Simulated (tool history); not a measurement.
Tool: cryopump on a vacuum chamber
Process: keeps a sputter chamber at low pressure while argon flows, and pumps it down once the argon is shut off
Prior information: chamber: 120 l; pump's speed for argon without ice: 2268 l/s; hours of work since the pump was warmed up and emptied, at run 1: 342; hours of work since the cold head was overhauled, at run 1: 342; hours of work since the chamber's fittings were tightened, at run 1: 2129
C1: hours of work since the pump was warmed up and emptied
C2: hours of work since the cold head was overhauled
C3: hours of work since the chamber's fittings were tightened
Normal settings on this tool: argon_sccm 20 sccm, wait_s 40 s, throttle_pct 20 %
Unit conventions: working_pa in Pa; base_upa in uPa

run 1 hour=0 | argon_sccm=20 wait_s=40 throttle_pct=20 | C1=342 C2=342 C3=2129 | working_pa=0.0772 base_upa=1.82
run 2 hour=7.6 | argon_sccm=20 wait_s=40 throttle_pct=20 | C1=346 C2=346 C3=2134 | working_pa=0.0773 base_upa=1.9
run 3 hour=19.8 | argon_sccm=34 wait_s=40 throttle_pct=20 | C1=352 C2=352 C3=2140 | working_pa=0.1317 base_upa=1.92
run 4 hour=27.4 | argon_sccm=20 wait_s=34 throttle_pct=20 | C1=357 C2=357 C3=2144 | working_pa=0.0777 base_upa=2.01
run 5 hour=45.4 | argon_sccm=20 wait_s=40 throttle_pct=20 | C1=366 C2=366 C3=2154 | working_pa=0.0787 base_upa=1.93
run 6 hour=53.6 | argon_sccm=20 wait_s=40 throttle_pct=20 | C1=371 C2=371 C3=2159 | working_pa=0.0783 base_upa=1.89
run 7 hour=64 | argon_sccm=15 wait_s=40 throttle_pct=20 | C1=376 C2=376 C3=2164 | working_pa=0.0588 base_upa=1.88
run 8 hour=82 | argon_sccm=15 wait_s=40 throttle_pct=20 | C1=386 C2=386 C3=2174 | working_pa=0.0587 base_upa=1.92
run 9 hour=90.9 | argon_sccm=15 wait_s=40 throttle_pct=20 | C1=391 C2=391 C3=2179 | working_pa=0.0576 base_upa=1.97
run 10 hour=101.9 | argon_sccm=15 wait_s=40 throttle_pct=20 | C1=397 C2=397 C3=2185 | working_pa=0.0589 base_upa=1.89
-- hour=118.3 pump warmed up, emptied and cooled again
run 11 hour=119.4 | argon_sccm=15 wait_s=40 throttle_pct=20 | C1=1 C2=404 C3=2192 | working_pa=0.0563 base_upa=1.74
run 12 hour=130.3 | argon_sccm=15 wait_s=40 throttle_pct=20 | C1=7 C2=410 C3=2198 | working_pa=0.0554 base_upa=1.72
run 13 hour=144.2 | argon_sccm=19 wait_s=40 throttle_pct=20 | C1=14 C2=417 C3=2205 | working_pa=0.071 base_upa=1.77
run 14 hour=159.1 | argon_sccm=19 wait_s=40 throttle_pct=20 | C1=22 C2=425 C3=2213 | working_pa=0.0715 base_upa=1.77
run 15 hour=168.1 | argon_sccm=19 wait_s=40 throttle_pct=20 | C1=27 C2=430 C3=2218 | working_pa=0.0707 base_upa=1.78
run 16 hour=176.2 | argon_sccm=19 wait_s=40 throttle_pct=20 | C1=31 C2=435 C3=2222 | working_pa=0.0713 base_upa=1.7
run 17 hour=187.4 | argon_sccm=19 wait_s=40 throttle_pct=20 | C1=38 C2=441 C3=2229 | working_pa=0.0713 base_upa=1.79
run 18 hour=199.4 | argon_sccm=19 wait_s=40 throttle_pct=20 | C1=44 C2=447 C3=2235 | working_pa=0.0712 base_upa=1.78
run 19 hour=207.8 | argon_sccm=28 wait_s=40 throttle_pct=39 | C1=49 C2=452 C3=2240 | working_pa=0.054 base_upa=1.76
run 20 hour=223 | argon_sccm=35 wait_s=71 throttle_pct=40 | C1=57 C2=460 C3=2248 | working_pa=0.0673 base_upa=1.46
run 21 hour=240.9 | argon_sccm=35 wait_s=71 throttle_pct=40 | C1=67 C2=470 C3=2258 | working_pa=0.0668 base_upa=1.42
run 22 hour=249 | argon_sccm=24 wait_s=29 throttle_pct=52 | C1=71 C2=474 C3=2262 | working_pa=0.0348 base_upa=2.1
run 23 hour=258.3 | argon_sccm=24 wait_s=29 throttle_pct=52 | C1=76 C2=479 C3=2267 | working_pa=0.0352 base_upa=2.08
run 24 hour=266.9 | argon_sccm=21 wait_s=27 throttle_pct=20 | C1=81 C2=484 C3=2272 | working_pa=0.0794 base_upa=2.12
run 25 hour=276.3 | argon_sccm=21 wait_s=27 throttle_pct=20 | C1=86 C2=489 C3=2277 | working_pa=0.0789 base_upa=2.18
run 26 hour=290.7 | argon_sccm=15 wait_s=72 throttle_pct=20 | C1=94 C2=497 C3=2285 | working_pa=0.0571 base_upa=1.48
run 27 hour=304.8 | argon_sccm=20 wait_s=22 throttle_pct=20 | C1=101 C2=505 C3=2292 | working_pa=0.0759 base_upa=2.47
run 28 hour=318.1 | argon_sccm=24 wait_s=110 throttle_pct=16 | C1=109 C2=512 C3=2300 | working_pa=0.1123 base_upa=1.32
run 29 hour=327.9 | argon_sccm=18 wait_s=99 throttle_pct=19 | C1=114 C2=517 C3=2305 | working_pa=0.0714 base_upa=1.4
run 30 hour=346.2 | argon_sccm=20 wait_s=21 throttle_pct=27 | C1=124 C2=527 C3=2315 | working_pa=0.0564 base_upa=2.48
run 31 hour=355.6 | argon_sccm=20 wait_s=60 throttle_pct=23 | C1=129 C2=532 C3=2320 | working_pa=0.066 base_upa=1.58
run 32 hour=367.8 | argon_sccm=20 wait_s=60 throttle_pct=23 | C1=136 C2=539 C3=2327 | working_pa=0.0656 base_upa=1.64
run 33 hour=385.8 | argon_sccm=20 wait_s=60 throttle_pct=23 | C1=145 C2=549 C3=2336 | working_pa=0.0656 base_upa=1.61
run 34 hour=400.8 | argon_sccm=20 wait_s=60 throttle_pct=23 | C1=154 C2=557 C3=2345 | working_pa=0.0658 base_upa=1.59
run 35 hour=409.8 | argon_sccm=34 wait_s=40 throttle_pct=22 | C1=158 C2=562 C3=2349 | working_pa=0.1177 base_upa=1.82

Branching from run 35: 3 alternative next runs. What would each branch give?
run A hour=426 | argon_sccm=34 wait_s=197 throttle_pct=21 | C1=167 C2=570 C3=2358 | working_pa=? base_upa=?
run B hour=426 | argon_sccm=20 wait_s=71 throttle_pct=20 | C1=167 C2=570 C3=2358 | working_pa=? base_upa=?
run C hour=426 | argon_sccm=39 wait_s=41 throttle_pct=33 | C1=167 C2=570 C3=2358 | working_pa=? base_upa=?

run=A working_pa=0.1232 base_upa=1.25
run=B working_pa=0.0759 base_upa=1.61
run=C working_pa=0.0907 base_upa=1.84
What these runs would have given with no unlogged condition in the tool:
run=A working_pa=0.1207 base_upa=0.29
run=B working_pa=0.0745 base_upa=0.59
run=C working_pa=0.0878 base_upa=0.88
